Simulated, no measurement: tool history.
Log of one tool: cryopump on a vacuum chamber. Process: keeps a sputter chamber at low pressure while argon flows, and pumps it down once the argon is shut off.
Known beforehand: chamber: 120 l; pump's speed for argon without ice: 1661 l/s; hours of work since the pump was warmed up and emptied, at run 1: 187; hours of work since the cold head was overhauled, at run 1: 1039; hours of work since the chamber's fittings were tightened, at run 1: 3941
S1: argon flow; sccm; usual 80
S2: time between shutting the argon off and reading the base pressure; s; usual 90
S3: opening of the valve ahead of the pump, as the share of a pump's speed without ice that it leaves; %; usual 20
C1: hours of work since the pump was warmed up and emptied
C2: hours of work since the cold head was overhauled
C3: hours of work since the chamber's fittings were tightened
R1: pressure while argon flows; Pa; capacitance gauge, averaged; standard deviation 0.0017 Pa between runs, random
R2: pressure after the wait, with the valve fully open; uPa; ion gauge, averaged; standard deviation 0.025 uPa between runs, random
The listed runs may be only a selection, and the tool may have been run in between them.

run   hour   S1   S2  S3   C1    C2    C3      R1    R2
  1    0.0   80   90  20  187  1039  3941  0.4151  2.93
      12.6  -- leaking fittings of the chamber tightened, without venting
  2   36.0   80   90  20  202  1054    10  0.4138  0.96
  3   71.3   80   90  20  218  1070    26  0.4155  1.02
  4  127.3   80   90  25  243  1095    51  0.3367  0.98
  5  158.6   80   90  25  257  1109    65  0.3360  1.02
  6  185.0   80   90  25  269  1120    77  0.3371  1.05
  7  209.4   80   90  25  280  1131    88  0.3368  1.01
  8  245.9   46   90  20  296  1148   104  0.2409  1.09
  9  284.9   46   90  20  314  1165   122  0.2435  1.08
 10  339.3   80   90  20  338  1190   146  0.4201  1.05
 11  399.3   92  136  22  365  1216   173  0.4428  0.82
 12  452.2   80  102  57  389  1240   197  0.1565  0.98
 13  499.8   80  102  25  410  1261   218  0.3422  1.05
 14  556.1  134  113  25  435  1287   243  0.5770  0.97
 15  612.7  134  113  25  461  1312   269  0.5741  1.00
 16  660.3   80  257  35  482  1333   290  0.2533  0.67
 17  699.3   80  214  29  499  1351   307  0.3009  0.72
 18  730.6   54  107  20  513  1365   321  0.2882  1.11
 19  789.5   80  285  53  540  1391   348  0.1771  0.67

What differs in the tool's unlogged condition from the final listed run ahead of each entry between runs to the first listed run following it?
From run 1 to run 2: leaking fittings of the chamber tightened, without venting (hour 12.6)
  pump's speed, % of a pump's without ice: 92.7 -> 92.1; cold plate's temperature, K: 12.74 -> 12.75; leak into the chamber, uPa l/s: 3199 -> 318
  the result without the hidden state subtracted from the measured one, R1: +0.0077 -> +0.0083 Pa; R2: +1.97 -> +0.03 uPa
